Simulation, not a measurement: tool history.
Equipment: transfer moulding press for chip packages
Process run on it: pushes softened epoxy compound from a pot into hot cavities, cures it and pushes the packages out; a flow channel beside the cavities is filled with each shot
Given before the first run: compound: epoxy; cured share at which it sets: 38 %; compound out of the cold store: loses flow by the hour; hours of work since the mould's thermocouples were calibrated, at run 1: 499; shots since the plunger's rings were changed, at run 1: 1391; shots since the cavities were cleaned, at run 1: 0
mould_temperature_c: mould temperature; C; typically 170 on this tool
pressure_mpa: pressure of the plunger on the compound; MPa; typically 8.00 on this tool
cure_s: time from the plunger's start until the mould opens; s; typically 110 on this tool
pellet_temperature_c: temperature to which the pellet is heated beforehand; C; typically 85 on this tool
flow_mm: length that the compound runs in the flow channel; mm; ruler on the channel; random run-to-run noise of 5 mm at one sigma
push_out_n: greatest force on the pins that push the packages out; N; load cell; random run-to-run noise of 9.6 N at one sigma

run,hour,mould_temperature_c,pressure_mpa,cure_s,pellet_temperature_c,hours of work since the mould's thermocouples were calibrated,shots since the plunger's rings were changed,shots since the cavities were cleaned,incoming compound's hours out of the cold store,flow_mm,push_out_n
1,0.0,170,8.00,110,85,499,1391,0,19.4,580,453
2,18.4,170,8.00,110,85,511,1604,213,31.8,536,561
3,37.3,170,8.00,110,85,524,1824,433,39.6,519,647
4,52.9,170,8.00,110,85,535,2004,613,34.5,543,683
# hour 78.3: cavities cleaned with cleaning compound and waxed
5,78.7,177,8.00,110,85,551,2286,6,10.0,592,409
6,102.4,177,8.00,150,85,567,2559,279,14.5,571,494
7,116.6,173,8.00,110,85,576,2724,444,12.1,585,586
8,140.6,170,8.00,97,85,593,3003,723,21.2,559,886
# hour 156.1: cavities cleaned with cleaning compound and waxed
9,159.8,170,8.00,97,85,605,3208,44,28.2,541,591
# hour 184.4: plunger's sealing rings changed
10,186.5,170,8.00,97,85,621,24,324,37.7,541,708
11,210.8,170,8.00,97,85,637,305,605,47.3,516,767
12,232.7,170,8.00,97,85,652,559,859,25.1,582,871
# hour 236.2: cavities cleaned with cleaning compound and waxed
13,251.0,170,8.00,139,85,663,753,171,22.0,581,480
14,267.3,173,6.29,122,86,674,943,361,12.6,540,554
15,282.5,165,9.32,110,85,685,1119,537,20.9,649,983
16,305.6,165,9.32,110,85,700,1386,804,45.6,559,966
# hour 313.8: cavities cleaned with cleaning compound and waxed
17,327.7,165,9.32,110,85,714,1624,161,30.3,600,794
18,346.5,170,8.15,110,85,727,1843,380,12.0,607,695
19,368.4,170,8.00,110,89,741,2096,633,27.3,552,712
# hour 392.0: cavities cleaned with cleaning compound and waxed
20,392.0,170,8.00,110,89,756,2352,0,9.0,604,470
21,407.6,170,8.00,111,85,767,2533,181,10.3,605,592
22,418.9,170,8.00,109,85,774,2664,312,30.9,537,626
23,440.1,170,8.40,117,80,789,2909,557,16.5,600,664
24,450.3,174,8.00,110,85,796,3028,676,26.6,534,622
# hour 456.2: mould's thermocouples calibrated
# hour 472.9: cavities cleaned with cleaning compound and waxed
25,476.0,165,8.00,101,76,12,3285,37,37.2,512,721

Results per run with the tool's hidden condition removed, run-to-run variation unchanged:
Hidden conditions of the tool in this case: true mould temperature over the reading, C; pressure that reaches the compound, % of what is set; grip of the stained cavities, % over clean ones'; drift of the gauge itself on flow_mm, %; drift of the gauge itself on push_out_n, %.
run,flow_mm,push_out_n
1,595,437
2,552,435
3,536,446
4,563,444
5,617,400
6,600,376
7,615,404
8,591,552
9,576,532
10,541,508
11,519,495
12,587,532
13,589,381
14,549,393
15,662,622
16,574,587
17,618,609
18,628,473
19,574,452
20,631,444
21,634,461
22,565,450
23,634,437
24,566,401
25,548,680
